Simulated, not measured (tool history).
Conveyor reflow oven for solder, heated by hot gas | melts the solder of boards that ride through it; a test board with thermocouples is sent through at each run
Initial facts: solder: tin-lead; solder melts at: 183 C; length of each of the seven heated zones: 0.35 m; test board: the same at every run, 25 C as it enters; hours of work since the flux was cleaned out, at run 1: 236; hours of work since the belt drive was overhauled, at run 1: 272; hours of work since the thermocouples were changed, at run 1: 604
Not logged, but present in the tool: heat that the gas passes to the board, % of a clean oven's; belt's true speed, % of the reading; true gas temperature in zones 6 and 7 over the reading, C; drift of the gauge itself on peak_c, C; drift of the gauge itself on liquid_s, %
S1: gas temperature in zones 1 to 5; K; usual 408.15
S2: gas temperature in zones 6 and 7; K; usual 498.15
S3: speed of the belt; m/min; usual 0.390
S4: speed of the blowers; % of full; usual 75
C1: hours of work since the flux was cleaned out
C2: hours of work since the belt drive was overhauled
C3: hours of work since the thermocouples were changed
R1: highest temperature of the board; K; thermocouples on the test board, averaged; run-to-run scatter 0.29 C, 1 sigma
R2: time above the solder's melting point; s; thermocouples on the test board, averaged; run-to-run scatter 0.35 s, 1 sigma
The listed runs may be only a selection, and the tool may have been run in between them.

| run | day | S1 | S2 | S3 | S4 | C1 | C2 | C3 | R1 | R2 |
|---|---|---|---|---|---|---|---|---|---|---|
| 1 | 0.000 | 408.15 | 498.15 | 0.390 | 75 | 236 | 272 | 604 | 484.45 | 75.1 |
| 2 | 1.396 | 406.15 | 498.15 | 0.390 | 75 | 257 | 293 | 624 | 484.45 | 73.9 |
| 3 | 2.504 | 406.15 | 498.15 | 0.390 | 75 | 274 | 310 | 641 | 485.15 | 74.3 |
| 4 | 3.721 | 408.15 | 498.15 | 0.354 | 75 | 292 | 328 | 659 | 487.25 | 87.0 |
| 5 | 4.946 | 408.15 | 498.15 | 0.421 | 75 | 310 | 346 | 677 | 482.45 | 65.7 |
| 6 | 5.767 | 408.15 | 498.15 | 0.390 | 87 | 323 | 358 | 690 | 486.15 | 77.4 |
| 7 | 7.379 | 408.15 | 498.15 | 0.390 | 87 | 347 | 382 | 714 | 485.65 | 77.1 |
| 8 | 8.838 | 415.15 | 505.15 | 0.353 | 51 | 368 | 404 | 736 | 490.85 | 94.1 |
| 9 | 10.108 | 417.15 | 505.15 | 0.353 | 86 | 387 | 423 | 755 | 495.05 | 101.1 |
| 10 | 11.904 | 408.15 | 498.15 | 0.384 | 64 | 414 | 450 | 781 | 483.25 | 74.1 |
| 11 | 13.521 | 403.15 | 498.15 | 0.438 | 64 | 438 | 474 | 806 | 477.85 | 54.0 |
| 12 | 15.467 | 403.15 | 498.15 | 0.438 | 64 | 467 | 503 | 835 | 478.15 | 54.0 |

Each row is a separate what-if for the run after 12, all from the same tool condition, not one after another. Results?
|  | 15.942 | flux residue cleaned out of gas plates and filters |
| A | 16.796 | 403.15 | 513.15 | 0.388 | 51 | 13 | 520 | 851 | ? | ? |
|  | 15.942 | flux residue cleaned out of gas plates and filters |
| B | 16.796 | 408.15 | 486.15 | 0.390 | 75 | 13 | 520 | 851 | ? | ? |
|  | 15.942 | flux residue cleaned out of gas plates and filters |
| C | 16.796 | 408.15 | 510.15 | 0.390 | 64 | 13 | 520 | 851 | ? | ? |

| run | R1 | R2 |
|---|---|---|
| A | 494.35 | 83.0 |
| B | 473.95 | 60.5 |
| C | 494.05 | 85.4 |
Take away the tool's hidden state, keep each run's random variation, and the runs would have read:
| run | R1 | R2 |
|---|---|---|
| A | 495.65 | 83.5 |
| B | 475.35 | 62.3 |
| C | 495.45 | 85.8 |
